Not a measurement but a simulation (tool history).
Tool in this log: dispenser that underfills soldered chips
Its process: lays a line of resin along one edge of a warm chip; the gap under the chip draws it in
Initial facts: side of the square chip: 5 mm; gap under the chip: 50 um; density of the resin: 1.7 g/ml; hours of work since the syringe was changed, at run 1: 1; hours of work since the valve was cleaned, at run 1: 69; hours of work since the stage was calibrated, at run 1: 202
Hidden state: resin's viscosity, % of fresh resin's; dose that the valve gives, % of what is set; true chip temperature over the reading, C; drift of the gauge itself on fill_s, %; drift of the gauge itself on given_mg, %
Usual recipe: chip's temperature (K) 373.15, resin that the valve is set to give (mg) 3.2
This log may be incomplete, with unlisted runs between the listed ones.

run    day  chip's temperature (K)  resin that the valve is set to give (mg)  hours of work since the syringe was changed  hours of work since the valve was cleaned  hours of work since the stage was calibrated  time until the resin shows at the far edge (s)  resin that the valve gave (mg)
  1      0                  373.15                                       3.2                                            1                                         69                                           202                                            13.3                           3.137
  2   0.15                  373.15                                       3.2                                            3                                         71                                           205                                            15.1                           3.142
  3  0.504                  373.15                                       3.2                                           10                                         78                                           211                                            21.4                           3.136
     0.617  -- new syringe of resin
  4  0.704                  381.15                                       3.2                                            2                                         81                                           215                                            10.2                           3.133
  5  0.904                  381.15                                      3.74                                            5                                         84                                           218                                              13                           3.657
     0.996  -- dispensing valve cleaned and set on the balance
  6  1.104                  373.15                                      2.95                                            8                                          2                                           221                                            20.2                           2.945
     1.312  -- new syringe of resin
  7  1.379                  373.15                                      2.95                                            1                                          6                                           226                                            13.1                           2.941
  8  1.592                  373.15                                      2.95                                            5                                         10                                           229                                            17.1                           2.942
  9  1.742                  373.15                                      2.95                                            8                                         13                                           232                                            19.3                           2.931
     1.962  -- new syringe of resin
 10  1.996                  373.15                                      2.95                                            1                                         17                                           236                                            12.5                           2.932
 11  2.204                  373.15                                      2.95                                            4                                         21                                           240                                            16.2                           2.926
 12  2.554                  373.15                                      3.02                                           10                                         27                                           246                                            22.6                           2.989
       2.6  -- new syringe of resin
 13  2.812                  373.15                                      3.02                                            4                                         31                                           250                                            15.2                           2.989
 14  3.158                  373.15                                       3.2                                           10                                         37                                           257                                            21.8                           3.158
     3.242  -- new syringe of resin
 15  3.504                  373.15                                       3.2                                            5                                         43                                           262                                            16.3                           3.156
 16  3.658                  373.15                                       3.2                                            7                                         46                                           265                                            19.5                           3.152
 17  3.854                  373.15                                       3.2                                           11                                         49                                           269                                            23.4                           3.143
     3.892  -- new syringe of resin
 18   4.05                  373.15                                       3.2                                            3                                         53                                           272                                            13.9                           3.146
 19  4.217                  371.15                                      3.06                                            6                                         56                                           275                                            17.8                           3.009
 20  4.492                  371.15                                      3.06                                           11                                         61                                           280                                            24.3                           2.993
     4.533  -- new syringe of resin
 21  4.758                  371.15                                      3.06                                            4                                         65                                           284                                            16.9                           2.989
 22  5.012                  371.15                                      3.06                                            8                                         69                                           289                                            21.4                           2.998
     5.183  -- new syringe of resin
 23  5.258                  378.15                                      3.99                                            1                                         74                                           293                                            10.7                           3.896
 24  5.583                  378.15                                      3.99                                            7                                         79                                           298                                            15.3                           3.886
     5.829  -- new syringe of resin
 25  5.829                  376.15                                      3.57                                            0                                         83                                           303                                            10.7                           3.467
     5.988  -- dispensing valve cleaned and set on the balance
 26  6.033                  358.15                                      3.17                                            3                                          1                                           305                                            23.1                           3.168
 27  6.196                  381.15                                      2.92                                            6                                          4                                           308                                            14.1                           2.917
 28  6.367                  368.15                                      2.92                                            9                                          7                                           311                                            23.9                           2.909
     6.504  -- new syringe of resin
 29  6.667                  362.15                                      3.29                                            3                                         12                                           316                                            19.6                           3.271
 30   6.95                  366.15                                      3.36                                            8                                         17                                           321                                            23.5                            3.34
     7.142  -- new syringe of resin
 31  7.283                  372.15                                      3.13                                            2                                         22                                           327                                            13.6                           3.107
 32  7.633                  372.15                                      3.13                                            9                                         29                                           333                                              21                           3.096
     7.783  -- new syringe of resin
 33  7.933                  383.15                                      3.13                                            3                                         34                                           338                                            10.6                           3.094
 34  8.304                  369.15                                      3.41                                            9                                         40                                           345                                            23.4                           3.362
     8.425  -- new syringe of resin
 35  8.521                  378.15                                       2.8                                            2                                         44                                           348                                            11.4                           2.753

Hidden state or all else? Some run-to-run changes of time until the resin shows at the far edge (s), split into what the settings, what came in and random variation would give without the hidden state, and what is left for the hidden state (with any gauge scatter that isn't in both results):
Run 3 -> 4: chip's temperature (K) 373.15 -> 381.15, new syringe of resin. time until the resin shows at the far edge (s) -11.2: hidden state -8.8, all else -2.4.
Run 17 -> 18: new syringe of resin. time until the resin shows at the far edge (s) -9.5: hidden state -9.6, all else +0.1.
Run 25 -> 26: chip's temperature (K) 376.15 -> 358.15, resin that the valve is set to give (mg) 3.57 -> 3.17, dispensing valve cleaned and set on the balance. time until the resin shows at the far edge (s) +12.4: hidden state +3, all else +9.4.
Run 33 -> 34: chip's temperature (K) 383.15 -> 369.15, resin that the valve is set to give (mg) 3.13 -> 3.41. time until the resin shows at the far edge (s) +12.8: hidden state +8.2, all else +4.6.
Run 34 -> 35: chip's temperature (K) 369.15 -> 378.15, resin that the valve is set to give (mg) 3.41 -> 2.8, new syringe of resin. time until the resin shows at the far edge (s) -12: hidden state -9, all else -3.
